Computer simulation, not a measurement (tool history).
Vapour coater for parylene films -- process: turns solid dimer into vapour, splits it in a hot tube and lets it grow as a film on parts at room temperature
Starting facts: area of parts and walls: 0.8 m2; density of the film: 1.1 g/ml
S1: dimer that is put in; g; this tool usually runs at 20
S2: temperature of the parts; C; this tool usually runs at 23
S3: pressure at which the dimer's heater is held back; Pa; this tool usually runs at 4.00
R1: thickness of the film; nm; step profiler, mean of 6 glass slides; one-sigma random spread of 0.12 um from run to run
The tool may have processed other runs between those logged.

run 1 hour=0.0 | S1=20 S2=23 S3=4.00 | R1=17470
run 2 hour=16.7 | S1=20 S2=23 S3=4.00 | R1=17310
run 3 hour=23.6 | S1=20 S2=23 S3=4.00 | R1=17520
run 4 hour=32.6 | S1=20 S2=23 S3=4.00 | R1=17590
run 5 hour=48.9 | S1=20 S2=23 S3=4.00 | R1=17490
run 6 hour=58.1 | S1=20 S2=23 S3=4.00 | R1=17270
run 7 hour=68.1 | S1=20 S2=23 S3=4.00 | R1=17390
run 8 hour=78.4 | S1=20 S2=32 S3=4.00 | R1=12240
run 9 hour=89.0 | S1=20 S2=32 S3=4.00 | R1=12210
run 10 hour=98.6 | S1=20 S2=32 S3=4.00 | R1=12120
run 11 hour=112.3 | S1=12 S2=23 S3=4.00 | R1=10330
run 12 hour=128.2 | S1=12 S2=23 S3=6.71 | R1=9240
run 13 hour=139.1 | S1=12 S2=23 S3=6.71 | R1=9160
run 14 hour=153.3 | S1=12 S2=23 S3=6.71 | R1=9320
run 15 hour=169.6 | S1=12 S2=23 S3=6.71 | R1=9390
run 16 hour=180.5 | S1=20 S2=23 S3=3.05 | R1=18170
run 17 hour=195.6 | S1=20 S2=23 S3=3.05 | R1=18080
run 18 hour=205.7 | S1=20 S2=23 S3=4.00 | R1=17170
run 19 hour=221.2 | S1=20 S2=23 S3=4.00 | R1=17090
run 20 hour=237.6 | S1=20 S2=23 S3=4.00 | R1=16820
run 21 hour=250.8 | S1=20 S2=23 S3=4.00 | R1=17060
run 22 hour=265.3 | S1=20 S2=23 S3=4.00 | R1=17110
run 23 hour=272.4 | S1=20 S2=23 S3=4.00 | R1=16890
run 24 hour=282.3 | S1=20 S2=23 S3=4.00 | R1=16860
-- hour=284.7 table's thermometer calibrated
run 25 hour=296.5 | S1=14 S2=33 S3=3.14 | R1=8420
run 26 hour=308.3 | S1=14 S2=33 S3=3.14 | R1=8500
run 27 hour=323.9 | S1=14 S2=33 S3=3.14 | R1=8470
run 28 hour=338.9 | S1=21 S2=23 S3=6.83 | R1=16000
run 29 hour=354.5 | S1=21 S2=23 S3=6.83 | R1=15940
-- hour=362.9 table's thermometer calibrated, once more
run 30 hour=365.2 | S1=9 S2=20 S3=6.90 | R1=7500
run 31 hour=375.6 | S1=9 S2=20 S3=2.69 | R1=9200
run 32 hour=387.7 | S1=9 S2=20 S3=2.69 | R1=9180
run 33 hour=395.6 | S1=9 S2=16 S3=4.19 | R1=9120
run 34 hour=403.0 | S1=12 S2=23 S3=4.00 | R1=9890
run 35 hour=415.4 | S1=32 S2=23 S3=4.00 | R1=26570
run 36 hour=424.3 | S1=32 S2=23 S3=4.00 | R1=26130
run 37 hour=440.8 | S1=20 S2=23 S3=6.28 | R1=14850
run 38 hour=450.7 | S1=20 S2=23 S3=6.28 | R1=14690
run 39 hour=457.7 | S1=10 S2=23 S3=11.23 | R1=6540
run 40 hour=472.4 | S1=10 S2=23 S3=3.31 | R1=8570
run 41 hour=480.4 | S1=20 S2=34 S3=4.00 | R1=10560
run 42 hour=489.5 | S1=20 S2=34 S3=4.00 | R1=10640
run 43 hour=503.5 | S1=16 S2=25 S3=11.32 | R1=9550
run 44 hour=516.1 | S1=16 S2=25 S3=11.32 | R1=9630
run 45 hour=528.1 | S1=16 S2=25 S3=11.32 | R1=9550
run 46 hour=544.3 | S1=16 S2=25 S3=11.32 | R1=9540
run 47 hour=553.9 | S1=20 S2=16 S3=5.54 | R1=19880

Here are 3 independent what-if runs from the current tool condition. What would each one return?
run A hour=565.1 | S1=20 S2=18 S3=2.42 | R1=?
run B hour=565.1 | S1=20 S2=21 S3=5.54 | R1=?
run C hour=565.1 | S1=11 S2=16 S3=5.54 | R1=?

run=A R1=19730
run=B R1=16210
run=C R1=10960
What these runs would have given with no unlogged condition in the tool:
run=A R1=22040
run=B R1=17940
run=C R1=12130

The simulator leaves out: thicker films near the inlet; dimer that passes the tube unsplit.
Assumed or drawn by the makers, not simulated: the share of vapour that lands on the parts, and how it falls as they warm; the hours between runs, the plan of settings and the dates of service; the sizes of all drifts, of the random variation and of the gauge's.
